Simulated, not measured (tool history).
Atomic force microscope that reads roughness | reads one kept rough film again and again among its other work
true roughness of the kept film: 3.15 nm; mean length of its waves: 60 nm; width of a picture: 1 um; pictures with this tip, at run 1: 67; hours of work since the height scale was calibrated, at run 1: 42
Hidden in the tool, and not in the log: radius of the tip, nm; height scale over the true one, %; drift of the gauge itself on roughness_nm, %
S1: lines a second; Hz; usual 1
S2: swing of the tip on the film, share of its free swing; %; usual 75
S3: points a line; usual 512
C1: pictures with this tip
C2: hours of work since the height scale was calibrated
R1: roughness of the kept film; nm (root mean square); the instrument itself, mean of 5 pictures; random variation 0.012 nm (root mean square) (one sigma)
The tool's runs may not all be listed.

run,hour,S1,S2,S3,C1,C2,R1
1,0,1,75,512,67,42,2.838
2,15.4,1,75,512,89,51,2.833
# hour 27.3: new tip fitted
3,27.4,1,65,512,0,57,2.937
4,40.3,1,65,512,19,65,2.941
5,51.3,1,75,996,34,71,2.858
6,65.2,1,75,996,54,79,2.842
7,79.8,1,75,996,75,87,2.827
8,94.3,1,75,996,96,95,2.858
# hour 101.3: new tip fitted
9,105,1,75,996,5,101,2.843
10,114.5,1.57,75,996,19,106,2.719
11,130.5,1.57,75,996,42,115,2.722
12,146.3,1,75,512,64,124,2.862
13,157.5,1,75,512,80,130,2.83
14,173.3,1,75,512,103,139,2.836
# hour 175.1: new tip fitted
15,186.8,1,75,512,16,146,2.836
16,198,1,75,512,32,153,2.852
17,209.3,1,76,512,48,159,2.805
18,223.3,1,76,512,68,167,2.819
19,238.4,1,76,512,90,176,2.835
20,247.4,1,76,512,103,181,2.838
# hour 250.4: new tip fitted
21,255.9,1,76,512,8,185,2.813
22,273.4,1,75,512,33,195,2.842
23,283.5,1,75,512,48,201,2.856
24,291.3,1,75,512,59,205,2.848
25,301.8,1,75,512,74,211,2.84
26,312,1,66,512,88,217,2.945
27,319.8,1,66,261,100,221,2.928
# hour 324.4: new tip fitted
28,332.2,1,66,261,11,228,2.92
29,340.2,3.15,83,328,23,232,2.193
30,357.3,1.77,83,641,47,242,2.494
31,369.2,1.77,83,641,64,249,2.496
32,378,1.83,59,423,77,254,2.92
33,389.8,1.25,65,512,94,260,2.909
# hour 398.7: new tip fitted
34,401.9,1.25,65,512,4,267,2.908
35,416,2.18,78,512,24,275,2.539
36,425.4,3.23,84,390,38,280,2.132
37,438,1.11,55,390,56,287,2.988
38,448.6,3.55,82,773,71,293,2.155
39,457.7,0.56,82,637,84,298,2.882
40,470.8,1.76,62,890,103,306,2.877
# hour 473.1: new tip fitted
41,479,2.17,62,653,9,310,2.841
42,491.1,2.17,63,416,26,317,2.856
43,504.3,2.17,63,416,45,324,2.847
44,512.9,2.17,63,416,57,329,2.824
45,522.8,2.17,63,416,71,335,2.816
46,537.5,2.17,63,416,92,343,2.797
# hour 547.1: new tip fitted
47,551.7,3.55,71,389,7,351,2.475
48,562.3,0.54,75,1008,22,357,2.956
49,571,0.54,75,1008,34,361,2.948
50,578.8,0.54,75,1008,45,366,2.968
51,592.4,1.28,74,315,65,374,2.775

5 ways to go on from here, each from the tool as it stands after run 51. What would each give?
A,600,0.66,84,382,75,378,?
B,600,2.38,59,449,75,378,?
C,600,1.28,77,315,75,378,?
D,600,3.43,84,512,75,378,?
E,600,0.91,75,993,75,378,?

run,R1
A,2.817
B,2.863
C,2.743
D,2.1
E,2.861
Without the tool's hidden state the same runs would have given:
run,R1
A,2.821
B,2.867
C,2.747
D,2.103
E,2.865
